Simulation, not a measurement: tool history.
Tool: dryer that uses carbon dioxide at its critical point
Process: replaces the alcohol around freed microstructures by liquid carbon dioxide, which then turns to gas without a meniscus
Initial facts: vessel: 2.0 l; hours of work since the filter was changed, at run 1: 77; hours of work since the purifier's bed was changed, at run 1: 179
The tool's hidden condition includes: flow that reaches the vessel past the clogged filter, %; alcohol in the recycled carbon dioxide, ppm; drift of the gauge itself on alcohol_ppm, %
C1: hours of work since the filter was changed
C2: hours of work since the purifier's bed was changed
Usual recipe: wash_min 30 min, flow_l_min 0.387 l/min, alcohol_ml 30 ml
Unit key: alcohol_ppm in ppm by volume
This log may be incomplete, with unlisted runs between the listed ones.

Run 1, hour 0: usual settings; C1 77; C2 179. Result: alcohol_ppm 122 ppm by volume.
Run 2, hour 20.2: usual settings; C1 87; C2 189. Result: alcohol_ppm 117 ppm by volume.
Run 3, hour 38.3: usual settings; C1 96; C2 198. Result: alcohol_ppm 134 ppm by volume.
Run 4, hour 54.2: usual settings; C1 104; C2 206. Result: alcohol_ppm 139 ppm by volume.
Run 5, hour 89.9: usual settings but alcohol_ml 27 ml; C1 121; C2 224. Result: alcohol_ppm 133 ppm by volume.
Run 6, hour 122.7: usual settings but flow_l_min 0.37 l/min, alcohol_ml 27 ml; C1 137; C2 240. Result: alcohol_ppm 158 ppm by volume.
Run 7, hour 141.3: usual settings but flow_l_min 0.37 l/min, alcohol_ml 27 ml; C1 147; C2 249. Result: alcohol_ppm 157 ppm by volume.
Run 8, hour 170.4: usual settings but flow_l_min 0.37 l/min, alcohol_ml 27 ml; C1 161; C2 264. Result: alcohol_ppm 177 ppm by volume.
Run 9, hour 206.9: usual settings but flow_l_min 0.241 l/min; C1 179; C2 282. Result: alcohol_ppm 680 ppm by volume.
Run 10, hour 241.5: usual settings but flow_l_min 0.241 l/min; C1 196; C2 299. Result: alcohol_ppm 715 ppm by volume.
Run 11, hour 256.9: usual settings but flow_l_min 0.62 l/min; C1 204; C2 306. Result: alcohol_ppm 95 ppm by volume.
Run 12, hour 287.6: usual settings but flow_l_min 0.62 l/min, alcohol_ml 47 ml; C1 219; C2 322. Result: alcohol_ppm 112 ppm by volume.
Run 13, hour 314.8: usual settings but alcohol_ml 42 ml; C1 233; C2 335. Result: alcohol_ppm 224 ppm by volume.
At hour 329.4: inlet filter changed.
Run 14, hour 347.7: usual settings; C1 9; C2 351. Result: alcohol_ppm 152 ppm by volume.
Run 15, hour 376.7: usual settings; C1 23; C2 365. Result: alcohol_ppm 166 ppm by volume.
Run 16, hour 407.8: usual settings but wash_min 37 min, flow_l_min 0.336 l/min; C1 39; C2 381. Result: alcohol_ppm 151 ppm by volume.
Run 17, hour 429.2: usual settings but wash_min 37 min, flow_l_min 0.336 l/min; C1 49; C2 391. Result: alcohol_ppm 164 ppm by volume.
Run 18, hour 459.1: usual settings but alcohol_ml 70 ml; C1 64; C2 406. Result: alcohol_ppm 264 ppm by volume.
Run 19, hour 477.7: usual settings but wash_min 29 min, flow_l_min 0.245 l/min, alcohol_ml 57 ml; C1 73; C2 415. Result: alcohol_ppm 1174 ppm by volume.
Run 20, hour 496.1: usual settings but wash_min 39 min, flow_l_min 0.351 l/min; C1 82; C2 424. Result: alcohol_ppm 154 ppm by volume.
Run 21, hour 527.6: usual settings but alcohol_ml 80 ml; C1 98; C2 440. Result: alcohol_ppm 308 ppm by volume.
Run 22, hour 549.3: usual settings but wash_min 34 min, flow_l_min 0.316 l/min, alcohol_ml 31 ml; C1 109; C2 451. Result: alcohol_ppm 246 ppm by volume.
Run 23, hour 565.1: usual settings but flow_l_min 0.357 l/min, alcohol_ml 44 ml; C1 117; C2 458. Result: alcohol_ppm 292 ppm by volume.
Run 24, hour 596.2: usual settings but flow_l_min 0.47 l/min; C1 132; C2 474. Result: alcohol_ppm 163 ppm by volume.
Run 25, hour 627.5: usual settings but wash_min 48 min, flow_l_min 0.395 l/min; C1 147; C2 489. Result: alcohol_ppm 152 ppm by volume.
Run 26, hour 663.9: usual settings but wash_min 48 min, flow_l_min 0.395 l/min; C1 165; C2 507. Result: alcohol_ppm 158 ppm by volume.
Run 27, hour 688.2: usual settings but wash_min 47 min, flow_l_min 0.542 l/min, alcohol_ml 114 ml; C1 178; C2 519. Result: alcohol_ppm 165 ppm by volume.
Run 28, hour 712.1: usual settings but wash_min 47 min, flow_l_min 0.593 l/min, alcohol_ml 48 ml; C1 189; C2 531. Result: alcohol_ppm 160 ppm by volume.
Run 29, hour 733.2: usual settings but wash_min 27 min, flow_l_min 0.636 l/min, alcohol_ml 22 ml; C1 200; C2 541. Result: alcohol_ppm 177 ppm by volume.
Run 30, hour 751.3: usual settings but wash_min 27 min, flow_l_min 0.316 l/min, alcohol_ml 81 ml; C1 209; C2 550. Result: alcohol_ppm 1067 ppm by volume.

Describe how what the log doesn't record of the tool's condition differs between the last listed run preceding each entry between runs and the first listed run following it.
Logged between run 13 and run 14: inlet filter changed (hour 329.4)
  flow that reaches the vessel past the clogged filter, %: 91.6 -> 99.5; alcohol in the recycled carbon dioxide, ppm: 105.9 -> 110.3
  the result without the hidden state subtracted from the measured one, alcohol_ppm: +145 -> +105 ppm by volume

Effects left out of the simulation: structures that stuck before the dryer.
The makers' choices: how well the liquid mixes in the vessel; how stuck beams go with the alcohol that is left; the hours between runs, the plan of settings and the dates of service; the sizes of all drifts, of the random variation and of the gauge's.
